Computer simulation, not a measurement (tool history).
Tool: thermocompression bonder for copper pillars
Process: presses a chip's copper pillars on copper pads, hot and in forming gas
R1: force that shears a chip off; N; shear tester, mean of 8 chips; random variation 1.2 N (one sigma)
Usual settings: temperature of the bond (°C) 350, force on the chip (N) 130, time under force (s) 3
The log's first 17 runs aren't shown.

Run 18, day 12.725: usual settings but temperature of the bond (°C) 378, time under force (s) 7. Result: R1 138.0 N.
Run 19, day 13.588: usual settings. Result: R1 99.0 N.
Run 20, day 14.075: usual settings. Result: R1 98.8 N.
Run 21, day 14.692: usual settings. Result: R1 97.0 N.
Run 22, day 15.354: usual settings but temperature of the bond (°C) 368, force on the chip (N) 129. Result: R1 110.4 N.
Run 23, day 16.238: usual settings but force on the chip (N) 94. Result: R1 75.1 N.
Run 24, day 16.717: usual settings but temperature of the bond (°C) 347, force on the chip (N) 94, time under force (s) 5. Result: R1 85.1 N.
Run 25, day 17.171: usual settings but temperature of the bond (°C) 328, force on the chip (N) 94, time under force (s) 5. Result: R1 68.3 N.
Run 26, day 17.692: usual settings but temperature of the bond (°C) 328, force on the chip (N) 94, time under force (s) 5. Result: R1 67.4 N.
Run 27, day 18.304: usual settings but temperature of the bond (°C) 368, force on the chip (N) 132, time under force (s) 4. Result: R1 116.4 N.
At day 18.438: force cell calibrated.
Run 28, day 19.354: usual settings but temperature of the bond (°C) 368, force on the chip (N) 91, time under force (s) 4. Result: R1 91.6 N.
At day 20.033: force cell calibrated, once more.
Run 29, day 20.079: usual settings. Result: R1 94.2 N.
Run 30, day 20.829: usual settings but force on the chip (N) 112, time under force (s) 5. Result: R1 97.1 N.
At day 21.375: forming gas filter changed.
Run 31, day 21.658: usual settings but temperature of the bond (°C) 370, force on the chip (N) 98, time under force (s) 2. Result: R1 91.1 N.
Run 32, day 22.062: usual settings but temperature of the bond (°C) 334, force on the chip (N) 98, time under force (s) 2. Result: R1 60.4 N.
Run 33, day 22.700: usual settings but temperature of the bond (°C) 334, force on the chip (N) 98, time under force (s) 2. Result: R1 62.7 N.
Run 34, day 23.188: usual settings but force on the chip (N) 92. Result: R1 80.2 N.
Run 35, day 24.142: usual settings but temperature of the bond (°C) 359, force on the chip (N) 109. Result: R1 99.4 N.
Run 36, day 24.792: usual settings but temperature of the bond (°C) 359, force on the chip (N) 109. Result: R1 98.3 N.

Forecast run 37:
Run 37, day 25.550: usual settings but temperature of the bond (°C) 348, time under force (s) 2. Result: R1 ?.

R1: 88.4 N
Without the tool's hidden state the same run would have given R1 91.7 N.
